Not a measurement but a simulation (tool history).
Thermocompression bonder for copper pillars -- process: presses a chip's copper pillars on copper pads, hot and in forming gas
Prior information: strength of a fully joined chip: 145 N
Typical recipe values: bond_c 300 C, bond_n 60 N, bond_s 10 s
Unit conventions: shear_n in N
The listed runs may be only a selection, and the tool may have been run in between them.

run,day,bond_c,bond_n,bond_s,shear_n
1,0.000,300,60,10,87.4
2,1.379,300,60,15,96.8
3,2.821,300,60,15,97.5
4,3.954,300,60,10,85.7
5,5.183,300,87,10,96.9
6,6.104,300,65,10,86.7
7,7.150,300,65,23,106.1
# day 7.638: forming gas filter changed
8,7.942,300,65,23,116.2
9,9.283,300,65,23,117.4
10,10.079,300,60,10,90.0
11,11.342,300,60,10,90.1
12,12.842,300,60,10,87.7
13,14.300,300,60,10,88.4
14,15.183,300,60,10,88.1
15,16.117,300,60,10,86.9
16,17.088,300,60,10,85.5
17,18.412,272,60,10,61.5
18,19.358,300,60,5,67.9
19,20.075,300,60,10,84.3
20,21.388,277,71,11,73.2
21,22.533,271,87,10,72.3
22,23.212,281,43,10,57.9
23,24.146,293,43,10,66.3
24,25.308,293,64,8,72.8
# day 25.696: forming gas filter changed
25,26.396,293,64,25,108.5
26,27.458,293,64,25,106.9
# day 27.646: heater calibrated with a thermocouple chip
27,28.912,291,47,10,65.9
28,29.800,300,82,8,83.9
29,31.212,284,66,5,54.4
30,31.950,324,81,23,127.5
31,32.692,300,83,29,114.3
32,33.788,300,83,29,113.4
33,34.729,300,83,29,114.2
34,35.671,280,60,12,64.4
# day 36.367: heater calibrated with a thermocouple chip, once more
35,36.900,273,48,17,77.4
36,37.612,280,74,24,105.7
37,38.533,300,60,8,84.9
38,39.183,300,60,8,86.2

Each row is a separate what-if for the run after 38, all from the same tool condition, not one after another. Results?
A,40.650,279,39,17,?
B,40.650,299,71,23,?
C,40.650,297,60,7,?

run,shear_n
A,73.8
B,114.6
C,80.0
Without the tool's unlogged condition, the same runs would have read:
run,shear_n
A,79.7
B,123.6
C,86.4
